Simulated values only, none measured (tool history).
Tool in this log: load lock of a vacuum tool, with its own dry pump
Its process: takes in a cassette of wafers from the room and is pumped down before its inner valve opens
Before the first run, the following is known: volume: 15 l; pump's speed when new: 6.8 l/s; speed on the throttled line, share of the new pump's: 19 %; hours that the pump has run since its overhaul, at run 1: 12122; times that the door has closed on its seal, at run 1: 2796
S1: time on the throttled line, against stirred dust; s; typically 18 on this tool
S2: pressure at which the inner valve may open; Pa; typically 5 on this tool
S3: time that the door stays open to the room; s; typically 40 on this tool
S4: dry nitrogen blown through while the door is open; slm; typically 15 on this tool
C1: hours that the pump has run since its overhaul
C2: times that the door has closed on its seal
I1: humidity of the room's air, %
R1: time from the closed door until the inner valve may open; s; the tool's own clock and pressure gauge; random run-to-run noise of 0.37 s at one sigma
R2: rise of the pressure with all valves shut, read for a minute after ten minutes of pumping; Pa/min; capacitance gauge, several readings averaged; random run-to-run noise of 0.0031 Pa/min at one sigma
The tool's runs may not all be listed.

{"run": 1, "day": 0.0, "S1": 18, "S2": 5, "S3": 40, "S4": 15, "C1": 12122, "C2": 2796, "I1": 46.7, "R1": 41.6, "R2": 0.09}
{"day": 1.571, "done": "dry pump taken out, an overhauled one fitted"}
{"run": 2, "day": 13.854, "S1": 18, "S2": 5, "S3": 40, "S4": 15, "C1": 295, "C2": 3380, "I1": 47.2, "R1": 37, "R2": 0.099}
{"run": 3, "day": 24.804, "S1": 18, "S2": 5, "S3": 40, "S4": 15, "C1": 558, "C2": 3850, "I1": 44.2, "R1": 36.9, "R2": 0.1}
{"run": 4, "day": 36.596, "S1": 15, "S2": 5, "S3": 40, "S4": 15, "C1": 841, "C2": 4357, "I1": 43.4, "R1": 34.8, "R2": 0.115}
{"run": 5, "day": 50.396, "S1": 15, "S2": 5, "S3": 40, "S4": 15, "C1": 1172, "C2": 4950, "I1": 47.1, "R1": 34.5, "R2": 0.126}
{"run": 6, "day": 64.229, "S1": 15, "S2": 5, "S3": 40, "S4": 15, "C1": 1504, "C2": 5544, "I1": 45, "R1": 35, "R2": 0.134}
{"run": 7, "day": 77.121, "S1": 15, "S2": 5, "S3": 40, "S4": 15, "C1": 1813, "C2": 6097, "I1": 43.3, "R1": 35, "R2": 0.142}
{"run": 8, "day": 90.958, "S1": 15, "S2": 5, "S3": 29, "S4": 15, "C1": 2145, "C2": 6692, "I1": 43.1, "R1": 35.1, "R2": 0.144}
{"run": 9, "day": 105.1, "S1": 15, "S2": 5, "S3": 29, "S4": 15, "C1": 2485, "C2": 7299, "I1": 50.2, "R1": 35.3, "R2": 0.158}
{"run": 10, "day": 115.85, "S1": 15, "S2": 5, "S3": 117, "S4": 15, "C1": 2743, "C2": 7761, "I1": 48.5, "R1": 36, "R2": 0.21}
{"run": 11, "day": 125.812, "S1": 15, "S2": 5, "S3": 117, "S4": 15, "C1": 2982, "C2": 8188, "I1": 43.6, "R1": 35.2, "R2": 0.212}
{"run": 12, "day": 135.358, "S1": 15, "S2": 5, "S3": 117, "S4": 15, "C1": 3211, "C2": 8598, "I1": 45.6, "R1": 35.2, "R2": 0.226}
{"run": 13, "day": 145.8, "S1": 18, "S2": 5, "S3": 40, "S4": 10, "C1": 3461, "C2": 9047, "I1": 41.3, "R1": 38, "R2": 0.195}
{"run": 14, "day": 157.308, "S1": 18, "S2": 5, "S3": 40, "S4": 10, "C1": 3738, "C2": 9541, "I1": 47.1, "R1": 38.4, "R2": 0.212}
{"run": 15, "day": 168.112, "S1": 18, "S2": 5, "S3": 40, "S4": 15, "C1": 3997, "C2": 10005, "I1": 41.6, "R1": 38.1, "R2": 0.212}
{"run": 16, "day": 175.042, "S1": 18, "S2": 5, "S3": 40, "S4": 15, "C1": 4163, "C2": 10303, "I1": 46.2, "R1": 38.3, "R2": 0.216}
{"run": 17, "day": 189.383, "S1": 18, "S2": 5, "S3": 79, "S4": 15, "C1": 4508, "C2": 10918, "I1": 46.5, "R1": 38.8, "R2": 0.255}
{"run": 18, "day": 203.925, "S1": 18, "S2": 5, "S3": 123, "S4": 15, "C1": 4857, "C2": 11543, "I1": 45.6, "R1": 38.6, "R2": 0.286}
{"run": 19, "day": 212.146, "S1": 23, "S2": 5, "S3": 40, "S4": 5, "C1": 5054, "C2": 11896, "I1": 44.3, "R1": 43, "R2": 0.284}
{"run": 20, "day": 225.246, "S1": 18, "S2": 6, "S3": 40, "S4": 15, "C1": 5368, "C2": 12459, "I1": 46, "R1": 37.8, "R2": 0.28}
{"run": 21, "day": 238.275, "S1": 21, "S2": 5, "S3": 40, "S4": 12, "C1": 5681, "C2": 13018, "I1": 44.1, "R1": 41.2, "R2": 0.284}
{"run": 22, "day": 249.121, "S1": 21, "S2": 5, "S3": 40, "S4": 12, "C1": 5941, "C2": 13484, "I1": 48.1, "R1": 41.1, "R2": 0.314}
{"run": 23, "day": 256.238, "S1": 10, "S2": 4, "S3": 29, "S4": 12, "C1": 6112, "C2": 13790, "I1": 44.8, "R1": 34.4, "R2": 0.302}
{"run": 24, "day": 269.921, "S1": 28, "S2": 5, "S3": 40, "S4": 15, "C1": 6440, "C2": 14377, "I1": 49.5, "R1": 47.7, "R2": 0.337}
{"run": 25, "day": 284.738, "S1": 10, "S2": 8, "S3": 40, "S4": 15, "C1": 6796, "C2": 15014, "I1": 43.8, "R1": 31.6, "R2": 0.343}
{"run": 26, "day": 295.992, "S1": 10, "S2": 8, "S3": 40, "S4": 15, "C1": 7066, "C2": 15497, "I1": 45.7, "R1": 31.7, "R2": 0.357}
{"run": 27, "day": 302.771, "S1": 36, "S2": 4, "S3": 52, "S4": 5, "C1": 7229, "C2": 15788, "I1": 43.5, "R1": 55.3, "R2": 0.396}
{"run": 28, "day": 311.771, "S1": 36, "S2": 4, "S3": 52, "S4": 5, "C1": 7445, "C2": 16175, "I1": 45.5, "R1": 54.2, "R2": 0.412}
{"run": 29, "day": 325.017, "S1": 29, "S2": 5, "S3": 52, "S4": 5, "C1": 7763, "C2": 16743, "I1": 44, "R1": 47.9, "R2": 0.423}

Here are 4 independent what-if runs from the current tool condition. What would each one return?
{"run": "A", "day": 339.421, "S1": 13, "S2": 5, "S3": 30, "S4": 16, "C1": 8108, "C2": 17362, "I1": 47.8, "R1": "?", "R2": "?"}
{"run": "B", "day": 339.421, "S1": 22, "S2": 5, "S3": 52, "S4": 7, "C1": 8108, "C2": 17362, "I1": 41.9, "R1": "?", "R2": "?"}
{"run": "C", "day": 339.421, "S1": 22, "S2": 7, "S3": 52, "S4": 43, "C1": 8108, "C2": 17362, "I1": 45.4, "R1": "?", "R2": "?"}
{"run": "D", "day": 339.421, "S1": 29, "S2": 5, "S3": 89, "S4": 8, "C1": 8108, "C2": 17362, "I1": 44.3, "R1": "?", "R2": "?"}

run=A R1=36 R2=0.405
run=B R1=42.2 R2=0.427
run=C R1=41.7 R2=0.392
run=D R1=48.9 R2=0.451
The same runs, with their run-to-run variation unchanged, on a tool lacking any hidden condition would have given:
run=A R1=32.9 R2=0.056
run=B R1=39.4 R2=0.079
run=C R1=39.1 R2=0.044
run=D R1=46.2 R2=0.1
